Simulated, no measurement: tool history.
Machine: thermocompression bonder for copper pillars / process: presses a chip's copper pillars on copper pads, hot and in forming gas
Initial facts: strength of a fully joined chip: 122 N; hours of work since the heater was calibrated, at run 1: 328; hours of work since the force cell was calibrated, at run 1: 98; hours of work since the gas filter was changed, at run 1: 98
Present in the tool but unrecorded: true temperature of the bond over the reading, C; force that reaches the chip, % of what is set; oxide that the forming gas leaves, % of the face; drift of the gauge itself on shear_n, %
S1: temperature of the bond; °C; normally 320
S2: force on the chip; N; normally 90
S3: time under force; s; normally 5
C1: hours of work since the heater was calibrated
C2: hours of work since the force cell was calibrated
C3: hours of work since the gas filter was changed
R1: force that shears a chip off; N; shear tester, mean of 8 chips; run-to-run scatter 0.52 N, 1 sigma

run	hour	S1	S2	S3	C1	C2	C3	R1
1	0.0	320	90	5	328	98	98	78.1
2	19.6	320	90	5	338	107	107	76.7
3	35.5	320	90	5	345	115	115	77.4
4	60.4	320	90	5	357	127	127	77.2
5	96.4	320	90	5	374	144	144	77.8
6	112.7	320	90	5	382	152	152	77.5
7	142.5	320	90	5	396	166	166	76.8
8	175.6	320	90	5	412	182	182	77.4
9	194.5	320	90	5	421	191	191	76.9
10	221.1	320	90	5	434	203	203	78.0
11	246.8	320	68	5	446	216	216	66.0
12	280.8	320	68	5	462	232	232	66.7
13	297.5	320	68	5	470	240	240	66.9
14	331.8	320	69	13	487	256	256	88.7
15	366.8	307	78	6	503	273	273	66.0
16	391.1	307	78	6	515	284	284	66.6
17	411.0	307	78	6	524	294	294	66.7
18	427.9	307	78	6	533	302	302	65.9
19	458.2	307	78	6	547	316	316	67.6
20	479.7	307	78	6	557	327	327	66.2
21	515.8	307	78	6	574	344	344	66.9
22	549.6	307	101	6	591	360	360	77.0
23	578.3	320	90	9	604	374	374	91.3
24	599.6	332	90	9	614	384	384	99.2

Branching from run 24: 4 alternative next runs. What would each branch give?
# hour 623.3: heater calibrated with a thermocouple chip
A	634.3	321	90	8	5	399	399	?
# hour 623.3: heater calibrated with a thermocouple chip
B	634.3	332	70	9	5	399	399	?
# hour 623.3: heater calibrated with a thermocouple chip
C	634.3	293	90	5	5	399	399	?
# hour 623.3: heater calibrated with a thermocouple chip
D	634.3	306	90	5	5	399	399	?

run	R1
A	84.8
B	86.6
C	54.3
D	64.0
Stripped of hidden state, with their random variation kept, the same runs would have yielded:
run	R1
A	84.6
B	86.4
C	53.5
D	63.3
